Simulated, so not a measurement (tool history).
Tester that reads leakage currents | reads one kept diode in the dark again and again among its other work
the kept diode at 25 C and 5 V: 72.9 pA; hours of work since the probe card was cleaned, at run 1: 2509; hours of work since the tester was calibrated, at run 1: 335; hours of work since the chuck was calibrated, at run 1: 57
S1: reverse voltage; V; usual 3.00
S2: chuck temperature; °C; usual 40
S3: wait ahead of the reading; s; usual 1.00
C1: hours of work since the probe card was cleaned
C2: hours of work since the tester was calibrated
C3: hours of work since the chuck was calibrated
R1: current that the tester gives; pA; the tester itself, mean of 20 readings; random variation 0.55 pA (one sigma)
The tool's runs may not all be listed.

run,day,S1,S2,S3,C1,C2,C3,R1
1,0.000,3.00,40,1.00,2509,335,57,189.00
2,1.088,3.00,40,1.00,2524,350,71,187.74
3,1.929,3.00,40,2.84,2536,361,83,186.69
4,2.596,3.00,40,1.00,2545,370,92,186.74
5,3.888,3.00,40,0.90,2562,388,109,187.33
6,5.154,3.00,40,0.90,2579,405,127,185.34
7,6.062,7.34,24,0.36,2592,417,139,88.54
8,7.254,7.34,24,0.36,2608,434,155,88.22
9,8.746,1.60,24,0.38,2628,454,175,49.44
10,10.217,4.69,48,1.00,2648,474,195,362.71
11,11.192,13.86,52,0.34,2661,487,208,674.25

5 ways to go on from here, each from the tool as it stands after run 11. What would each give?
A,12.312,3.71,30,0.73,2677,502,224,?
B,12.312,5.44,31,0.34,2677,502,224,?
C,12.312,5.47,28,0.45,2677,502,224,?
D,12.312,17.29,53,1.04,2677,502,224,?
E,12.312,14.43,26,0.31,2677,502,224,?

run,R1
A,100.38
B,124.93
C,101.12
D,768.21
E,134.83
Without the tool's hidden state the same runs would have given:
run,R1
A,96.88
B,119.56
C,95.54
D,753.63
E,118.64
